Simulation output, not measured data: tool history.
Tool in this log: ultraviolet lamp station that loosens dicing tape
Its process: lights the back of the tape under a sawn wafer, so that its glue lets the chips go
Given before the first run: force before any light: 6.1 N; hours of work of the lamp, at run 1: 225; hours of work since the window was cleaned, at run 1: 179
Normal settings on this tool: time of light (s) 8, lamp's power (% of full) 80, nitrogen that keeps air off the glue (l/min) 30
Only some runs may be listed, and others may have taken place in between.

| run | day | time of light (s) | lamp's power (% of full) | nitrogen that keeps air off the glue (l/min) | hours of work of the lamp | hours of work since the window was cleaned | force that peels the tape off (N) | light that reached the tape (mJ/cm²) |
|---|---|---|---|---|---|---|---|---|
| 1 | 0.000 | 8 | 80 | 30 | 225 | 179 | 0.541 | 580 |
| 2 | 1.283 | 8 | 80 | 30 | 240 | 195 | 0.526 | 576 |
| 3 | 3.342 | 8 | 80 | 30 | 265 | 220 | 0.506 | 567 |
| 4 | 5.738 | 9 | 80 | 30 | 295 | 249 | 0.420 | 650 |
| 5 | 7.721 | 9 | 80 | 30 | 319 | 273 | 0.417 | 646 |
| 6 | 9.821 | 11 | 80 | 30 | 344 | 299 | 0.288 | 778 |
| 7 | 11.667 | 15 | 80 | 30 | 367 | 321 | 0.174 | 1061 |
|  | 13.642 | window cleaned of glue's vapour |
| 8 | 13.688 | 15 | 80 | 30 | 391 | 1 | 0.185 | 1075 |
| 9 | 15.438 | 15 | 80 | 30 | 413 | 22 | 0.182 | 1087 |
| 10 | 17.942 | 8 | 60 | 30 | 443 | 53 | 0.900 | 430 |
| 11 | 20.012 | 8 | 80 | 30 | 469 | 78 | 0.532 | 581 |
| 12 | 22.633 | 8 | 80 | 14 | 501 | 110 | 0.873 | 577 |
| 13 | 25.108 | 8 | 80 | 14 | 531 | 140 | 0.921 | 571 |
| 14 | 26.471 | 15 | 80 | 21 | 548 | 157 | 0.215 | 1080 |
| 15 | 28.854 | 15 | 80 | 21 | 577 | 186 | 0.211 | 1072 |
| 16 | 30.254 | 15 | 80 | 21 | 594 | 203 | 0.208 | 1073 |
| 17 | 32.858 | 7 | 80 | 26 | 626 | 235 | 0.756 | 499 |

Forecast run 18:
| 18 | 34.908 | 5 | 68 | 14 | 651 | 260 | ? | ? |

Run 18 measured force that peels the tape off (N) 2.095, light that reached the tape (mJ/cm²) 301.
With the hidden condition absent and the run-to-run variation left alone, this run would have shown force that peels the tape off (N) 2.089, light that reached the tape (mJ/cm²) 302.

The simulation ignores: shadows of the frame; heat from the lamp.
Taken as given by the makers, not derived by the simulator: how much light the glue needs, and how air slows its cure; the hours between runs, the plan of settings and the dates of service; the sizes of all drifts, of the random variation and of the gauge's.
